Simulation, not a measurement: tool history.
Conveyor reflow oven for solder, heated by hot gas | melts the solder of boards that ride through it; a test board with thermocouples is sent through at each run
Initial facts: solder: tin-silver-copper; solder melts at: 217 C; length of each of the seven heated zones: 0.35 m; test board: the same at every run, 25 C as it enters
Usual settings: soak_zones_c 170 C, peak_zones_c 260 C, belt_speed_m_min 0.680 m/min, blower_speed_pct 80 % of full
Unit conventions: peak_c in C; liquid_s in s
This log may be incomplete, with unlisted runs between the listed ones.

run 1 hour=0.0 | soak_zones_c=170 peak_zones_c=260 belt_speed_m_min=0.680 blower_speed_pct=80 | peak_c=246.4 liquid_s=42.2
run 2 hour=16.7 | soak_zones_c=170 peak_zones_c=260 belt_speed_m_min=0.618 blower_speed_pct=80 | peak_c=248.8 liquid_s=49.3
run 3 hour=31.7 | soak_zones_c=184 peak_zones_c=260 belt_speed_m_min=0.618 blower_speed_pct=80 | peak_c=250.7 liquid_s=55.2
run 4 hour=43.6 | soak_zones_c=184 peak_zones_c=260 belt_speed_m_min=0.618 blower_speed_pct=80 | peak_c=250.6 liquid_s=55.1
run 5 hour=55.4 | soak_zones_c=184 peak_zones_c=260 belt_speed_m_min=0.618 blower_speed_pct=80 | peak_c=250.5 liquid_s=55.1
run 6 hour=72.8 | soak_zones_c=181 peak_zones_c=260 belt_speed_m_min=0.680 blower_speed_pct=80 | peak_c=247.9 liquid_s=46.9
run 7 hour=96.8 | soak_zones_c=181 peak_zones_c=263 belt_speed_m_min=0.680 blower_speed_pct=80 | peak_c=250.2 liquid_s=48.0
run 8 hour=112.1 | soak_zones_c=181 peak_zones_c=263 belt_speed_m_min=0.680 blower_speed_pct=80 | peak_c=250.7 liquid_s=48.4
run 9 hour=126.8 | soak_zones_c=170 peak_zones_c=260 belt_speed_m_min=0.645 blower_speed_pct=80 | peak_c=247.2 liquid_s=45.7
run 10 hour=144.9 | soak_zones_c=178 peak_zones_c=260 belt_speed_m_min=0.645 blower_speed_pct=80 | peak_c=248.5 liquid_s=49.0
run 11 hour=167.1 | soak_zones_c=170 peak_zones_c=260 belt_speed_m_min=0.701 blower_speed_pct=80 | peak_c=245.0 liquid_s=39.8
run 12 hour=189.4 | soak_zones_c=170 peak_zones_c=261 belt_speed_m_min=0.680 blower_speed_pct=80 | peak_c=246.4 liquid_s=42.4
run 13 hour=205.3 | soak_zones_c=165 peak_zones_c=260 belt_speed_m_min=0.680 blower_speed_pct=80 | peak_c=244.8 liquid_s=39.8
run 14 hour=231.3 | soak_zones_c=165 peak_zones_c=260 belt_speed_m_min=0.680 blower_speed_pct=80 | peak_c=244.8 liquid_s=39.8
run 15 hour=245.4 | soak_zones_c=170 peak_zones_c=260 belt_speed_m_min=0.680 blower_speed_pct=80 | peak_c=245.6 liquid_s=41.7
run 16 hour=261.7 | soak_zones_c=170 peak_zones_c=260 belt_speed_m_min=0.680 blower_speed_pct=80 | peak_c=245.6 liquid_s=41.4
run 17 hour=273.5 | soak_zones_c=175 peak_zones_c=254 belt_speed_m_min=0.691 blower_speed_pct=66 | peak_c=238.9 liquid_s=36.6
run 18 hour=294.7 | soak_zones_c=175 peak_zones_c=254 belt_speed_m_min=0.691 blower_speed_pct=66 | peak_c=238.6 liquid_s=35.6
run 19 hour=316.5 | soak_zones_c=174 peak_zones_c=252 belt_speed_m_min=0.770 blower_speed_pct=85 | peak_c=235.6 liquid_s=28.7
run 20 hour=345.9 | soak_zones_c=174 peak_zones_c=252 belt_speed_m_min=0.770 blower_speed_pct=85 | peak_c=238.1 liquid_s=32.2
run 21 hour=364.0 | soak_zones_c=163 peak_zones_c=252 belt_speed_m_min=0.722 blower_speed_pct=56 | peak_c=233.5 liquid_s=26.2
run 22 hour=375.6 | soak_zones_c=163 peak_zones_c=252 belt_speed_m_min=0.722 blower_speed_pct=56 | peak_c=233.5 liquid_s=26.2
run 23 hour=399.7 | soak_zones_c=163 peak_zones_c=252 belt_speed_m_min=0.623 blower_speed_pct=56 | peak_c=238.0 liquid_s=37.0
run 24 hour=424.5 | soak_zones_c=163 peak_zones_c=252 belt_speed_m_min=0.623 blower_speed_pct=56 | peak_c=238.0 liquid_s=36.9
run 25 hour=450.4 | soak_zones_c=163 peak_zones_c=252 belt_speed_m_min=0.623 blower_speed_pct=56 | peak_c=238.0 liquid_s=36.8
run 26 hour=468.2 | soak_zones_c=163 peak_zones_c=252 belt_speed_m_min=0.623 blower_speed_pct=56 | peak_c=237.8 liquid_s=36.9
run 27 hour=485.9 | soak_zones_c=173 peak_zones_c=260 belt_speed_m_min=0.561 blower_speed_pct=59 | peak_c=249.7 liquid_s=56.0
run 28 hour=501.9 | soak_zones_c=173 peak_zones_c=260 belt_speed_m_min=0.561 blower_speed_pct=59 | peak_c=249.7 liquid_s=55.8
run 29 hour=528.2 | soak_zones_c=181 peak_zones_c=257 belt_speed_m_min=0.680 blower_speed_pct=80 | peak_c=245.9 liquid_s=45.5
run 30 hour=542.1 | soak_zones_c=178 peak_zones_c=260 belt_speed_m_min=0.553 blower_speed_pct=80 | peak_c=252.5 liquid_s=61.2

Not shown: 3 entries that the log had between the listed runs. Between which runs, and how does the tool's hidden state differ before and after?
Run 9 -> run 10: belt drive overhauled, speed set with a stopwatch (hour 132.4)
  heat that the gas passes to the board, % of a clean oven's: 89.9 -> 89.7; belt's true speed, % of the reading: 99.12 -> 99; true gas temperature in zones 6 and 7 over the reading, C: 0.04 -> 0.03
  difference, measured minus the result without the unlogged condition, peak_c: -1.7 -> -1.6 C; liquid_s: -1.3 -> -1.1 s
Run 17 -> run 18: belt drive overhauled, speed set with a stopwatch, once more (hour 283.3)
  heat that the gas passes to the board, % of a clean oven's: 88 -> 87.8; belt's true speed, % of the reading: 98.82 -> 100.08; true gas temperature in zones 6 and 7 over the reading, C: -0.06 -> -0.08
  difference, measured minus the result without the unlogged condition, peak_c: -2.1 -> -2.5 C; liquid_s: -2.0 -> -3.1 s
Run 19 -> run 20: flux residue cleaned out of gas plates and filters (hour 338.4)
  heat that the gas passes to the board, % of a clean oven's: 87.5 -> 99.2; belt's true speed, % of the reading: 100.05 -> 100.02; true gas temperature in zones 6 and 7 over the reading, C: -0.1 -> -0.11
  difference, measured minus the result without the unlogged condition, peak_c: -3.0 -> -0.3 C; liquid_s: -3.7 -> -0.2 s
